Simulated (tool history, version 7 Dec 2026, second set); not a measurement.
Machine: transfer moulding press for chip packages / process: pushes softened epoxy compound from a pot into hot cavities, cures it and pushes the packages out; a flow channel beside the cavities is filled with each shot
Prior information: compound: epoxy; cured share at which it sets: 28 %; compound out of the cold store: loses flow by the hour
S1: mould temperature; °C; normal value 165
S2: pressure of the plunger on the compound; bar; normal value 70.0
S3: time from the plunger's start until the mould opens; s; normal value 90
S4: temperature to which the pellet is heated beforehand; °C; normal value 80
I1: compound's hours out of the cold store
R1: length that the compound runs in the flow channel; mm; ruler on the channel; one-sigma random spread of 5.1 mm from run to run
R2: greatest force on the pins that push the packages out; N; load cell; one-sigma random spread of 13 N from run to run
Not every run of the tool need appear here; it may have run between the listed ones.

Run 1, hour 0.0: usual settings; I1 16.4. Result: R1 985 mm, R2 854 N.
At hour 65.1: cavities cleaned with cleaning compound and waxed.
Run 2, hour 70.5: usual settings but S1 169 °C; I1 9.3. Result: R1 995 mm, R2 1256 N.
Run 3, hour 110.2: usual settings; I1 8.1. Result: R1 1013 mm, R2 1286 N.
At hour 119.1: mould's thermocouples calibrated.
At hour 150.5: cavities cleaned with cleaning compound and waxed.
Run 4, hour 168.8: usual settings; I1 24.3. Result: R1 905 mm, R2 937 N.
Run 5, hour 205.8: usual settings; I1 44.3. Result: R1 790 mm, R2 1127 N.
At hour 234.1: cavities cleaned with cleaning compound and waxed.
At hour 267.8: cavities cleaned with cleaning compound and waxed, once more.
Run 6, hour 274.0: usual settings; I1 8.4. Result: R1 976 mm, R2 805 N.
At hour 308.3: plunger's sealing rings changed.
Run 7, hour 331.4: usual settings but S2 61.2 bar; I1 11.9. Result: R1 970 mm, R2 1258 N.
At hour 350.6: cavities cleaned with cleaning compound and waxed.
Run 8, hour 375.5: usual settings but S3 91 s; I1 14.1. Result: R1 1028 mm, R2 1015 N.
At hour 430.1: cavities cleaned with cleaning compound and waxed.
Run 9, hour 433.3: usual settings but S3 91 s; I1 9.8. Result: R1 1035 mm, R2 690 N.
Run 10, hour 480.3: usual settings but S3 91 s; I1 26.4. Result: R1 916 mm, R2 1132 N.
At hour 511.4: cavities cleaned with cleaning compound and waxed.
Run 11, hour 511.4: usual settings but S3 91 s; I1 24.6. Result: R1 919 mm, R2 587 N.
Run 12, hour 571.2: usual settings but S3 91 s; I1 22.8. Result: R1 917 mm, R2 1124 N.
At hour 593.4: cavities cleaned with cleaning compound and waxed.
Run 13, hour 626.9: usual settings but S3 112 s; I1 23.5. Result: R1 897 mm, R2 826 N.
Run 14, hour 660.8: usual settings but S3 112 s; I1 38.4. Result: R1 816 mm, R2 917 N.
At hour 677.4: cavities cleaned with cleaning compound and waxed.
Run 15, hour 710.2: usual settings but S1 167 °C, S4 72 °C; I1 33.6. Result: R1 829 mm, R2 940 N.
At hour 746.2: plunger's sealing rings changed.
At hour 760.1: cavities cleaned with cleaning compound and waxed.
Run 16, hour 768.3: usual settings but S1 172 °C, S2 58.1 bar, S3 94 s, S4 89 °C; I1 14.7. Result: R1 912 mm, R2 540 N.
Run 17, hour 817.8: usual settings but S1 169 °C, S2 73.8 bar, S3 94 s; I1 36.3. Result: R1 899 mm, R2 923 N.
At hour 839.8: cavities cleaned with cleaning compound and waxed.
Run 18, hour 877.5: usual settings but S1 169 °C, S2 73.8 bar, S3 94 s; I1 27.2. Result: R1 940 mm, R2 817 N.
At hour 922.0: cavities cleaned with cleaning compound and waxed.
Run 19, hour 949.1: usual settings but S1 169 °C, S2 73.8 bar, S3 94 s; I1 23.4. Result: R1 936 mm, R2 764 N.
At hour 1006.3: cavities cleaned with cleaning compound and waxed.
Run 20, hour 1015.3: usual settings but S3 118 s, S4 78 °C; I1 46.3. Result: R1 795 mm, R2 567 N.
Run 21, hour 1083.5: usual settings but S3 122 s; I1 35.1. Result: R1 831 mm, R2 871 N.
At hour 1091.5: cavities cleaned with cleaning compound and waxed.
Run 22, hour 1152.2: usual settings but S3 88 s, S4 90 °C; I1 22.5. Result: R1 885 mm, R2 1210 N.
At hour 1174.5: cavities cleaned with cleaning compound and waxed.
At hour 1188.3: plunger's sealing rings changed.
Run 23, hour 1193.2: usual settings but S3 88 s, S4 90 °C; I1 15.8. Result: R1 1008 mm, R2 921 N.
At hour 1229.8: mould's thermocouples calibrated.
Run 24, hour 1229.8: usual settings but S2 52.2 bar, S3 76 s, S4 90 °C; I1 18.1. Result: R1 867 mm, R2 1696 N.
At hour 1259.3: cavities cleaned with cleaning compound and waxed.
Run 25, hour 1281.7: usual settings but S2 52.2 bar, S3 76 s, S4 90 °C; I1 37.2. Result: R1 750 mm, R2 1353 N.
Run 26, hour 1326.0: usual settings but S2 52.2 bar, S3 76 s, S4 90 °C; I1 30.9. Result: R1 776 mm, R2 1644 N.

Each row is a separate what-if for the run after 26, all from the same tool condition, not one after another. Results?
At hour 1340.2: cavities cleaned with cleaning compound and waxed.
Run A, hour 1365.5: usual settings but S1 164 °C, S2 52.8 bar, S3 109 s; I1 17.0. Result: R1 ?, R2 ?.
At hour 1340.2: cavities cleaned with cleaning compound and waxed.
Run B, hour 1365.5: usual settings but S2 52.2 bar, S3 100 s, S4 78 °C; I1 21.0. Result: R1 ?, R2 ?.
At hour 1340.2: cavities cleaned with cleaning compound and waxed.
Run C, hour 1365.5: usual settings but S2 52.2 bar, S3 76 s, S4 89 °C; I1 29.0. Result: R1 ?, R2 ?.
At hour 1340.2: cavities cleaned with cleaning compound and waxed.
Run D, hour 1365.5: usual settings but S1 163 °C, S2 69.9 bar, S4 71 °C; I1 33.8. Result: R1 ?, R2 ?.
At hour 1340.2: cavities cleaned with cleaning compound and waxed.
Run E, hour 1365.5: usual settings but S2 55.5 bar, S3 102 s, S4 85 °C; I1 23.5. Result: R1 ?, R2 ?.

run   R1    R2
  A  847   813
  B  808   856
  C  778  1329
  D  881  1149
  E  826   791
Had the tool no hidden state, the same runs would have come out as:
run   R1   R2
  A  886  486
  B  846  511
  C  814  793
  D  922  688
  E  864  469
